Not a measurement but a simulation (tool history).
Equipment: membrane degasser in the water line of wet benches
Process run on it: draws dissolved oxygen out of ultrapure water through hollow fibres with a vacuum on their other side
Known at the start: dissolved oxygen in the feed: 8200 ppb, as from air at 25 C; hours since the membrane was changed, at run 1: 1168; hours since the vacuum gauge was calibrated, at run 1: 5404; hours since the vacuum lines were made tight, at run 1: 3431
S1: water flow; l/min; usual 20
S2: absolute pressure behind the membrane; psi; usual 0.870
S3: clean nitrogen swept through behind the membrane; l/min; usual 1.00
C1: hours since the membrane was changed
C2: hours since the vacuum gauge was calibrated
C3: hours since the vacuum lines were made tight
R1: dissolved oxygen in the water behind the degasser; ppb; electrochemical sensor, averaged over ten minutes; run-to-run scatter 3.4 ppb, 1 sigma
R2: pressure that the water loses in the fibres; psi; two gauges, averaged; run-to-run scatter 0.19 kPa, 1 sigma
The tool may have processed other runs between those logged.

run	day	S1	S2	S3	C1	C2	C3	R1	R2
1	0.000	20	0.870	1.00	1168	5404	3431	349.8	5.259
2	1.838	20	0.870	1.00	1212	5448	3475	346.5	5.319
3	3.125	20	0.798	1.00	1243	5479	3506	329.7	5.282
4	4.588	20	1.231	1.00	1278	5514	3541	450.2	5.265
5	7.046	20	1.231	1.00	1337	5573	3600	454.8	5.349
6	9.750	20	1.231	1.00	1402	5638	3665	446.9	5.332
7	11.021	20	0.870	1.00	1433	5669	3696	353.5	5.317
8	12.892	20	0.870	1.00	1477	5713	3741	353.8	5.303
9	15.517	20	0.870	1.00	1541	5777	3804	347.5	5.271
10	17.250	20	0.870	1.00	1582	5818	3845	346.9	5.261
11	19.538	20	0.870	1.00	1637	5873	3900	350.3	5.340
12	22.433	20	0.870	1.00	1706	5942	3970	355.5	5.290
13	25.046	20	0.870	1.00	1769	6005	4032	357.5	5.303
14	26.438	20	0.870	1.00	1803	6039	4066	354.6	5.320
15	28.562	20	0.870	1.00	1854	6090	4117	355.9	5.317
16	31.371	20	0.870	1.00	1921	6157	4184	352.4	5.307
17	34.129	13	0.548	0.60	1987	6223	4250	103.5	3.411
18	35.375	16	1.523	0.61	2017	6253	4280	517.8	4.257
19	37.388	16	1.523	0.61	2065	6301	4329	527.8	4.287
20	40.225	16	1.523	0.61	2133	6369	4397	517.1	4.312
21	41.500	16	1.523	0.61	2164	6400	4427	522.9	4.264
22	43.188	16	1.523	0.61	2205	6441	4468	526.8	4.229
23	45.854	12	0.999	0.72	2269	6505	4532	199.0	3.220
24	48.650	19	1.549	0.72	2336	6572	4599	602.3	5.076
25	50.325	19	1.549	0.72	2376	6612	4639	608.9	5.114
26	51.996	13	2.145	1.51	2416	6652	4679	309.6	3.493
27	54.475	13	2.145	1.51	2475	6711	4739	306.8	3.471
28	57.117	18	1.157	2.69	2539	6775	4802	262.3	4.849
29	59.392	17	1.130	1.58	2594	6830	4857	275.9	4.561
30	61.433	17	1.130	0.67	2643	6879	4906	398.8	4.541
31	64.483	26	0.679	1.00	2716	6952	4979	497.5	6.978

Pick out some run-to-run changes in R1. Of each, how much would a tool without hidden state show as well, from the settings, what came in and chance, and how much is left for the hidden state and any gauge scatter not in both results compared?
The hidden state here: membrane still open, %; true pressure behind the membrane over the reading, kPa; air that leaks in behind the membrane, l/min; drift of the gauge itself on oxygen_ppb, %; drift of the gauge itself on loss_of_pressure_kpa, %.
Run 17 -> 18: S1 13 -> 16, S2 0.548 -> 1.523, S3 0.60 -> 0.61. R1 +414.3 ppb: hidden state +5.3, all else +409.0.
Run 22 -> 23: S1 16 -> 12, S2 1.523 -> 0.999, S3 0.61 -> 0.72. R1 -327.8 ppb: hidden state -5.6, all else -322.2.
Run 23 -> 24: S1 12 -> 19, S2 0.999 -> 1.549. R1 +403.3 ppb: hidden state +8.7, all else +394.6.
Run 25 -> 26: S1 19 -> 13, S2 1.549 -> 2.145, S3 0.72 -> 1.51. R1 -299.3 ppb: hidden state -6.9, all else -292.4.
Run 30 -> 31: S1 17 -> 26, S2 1.130 -> 0.679, S3 0.67 -> 1.00. R1 +98.7 ppb: hidden state +10.3, all else +88.4.

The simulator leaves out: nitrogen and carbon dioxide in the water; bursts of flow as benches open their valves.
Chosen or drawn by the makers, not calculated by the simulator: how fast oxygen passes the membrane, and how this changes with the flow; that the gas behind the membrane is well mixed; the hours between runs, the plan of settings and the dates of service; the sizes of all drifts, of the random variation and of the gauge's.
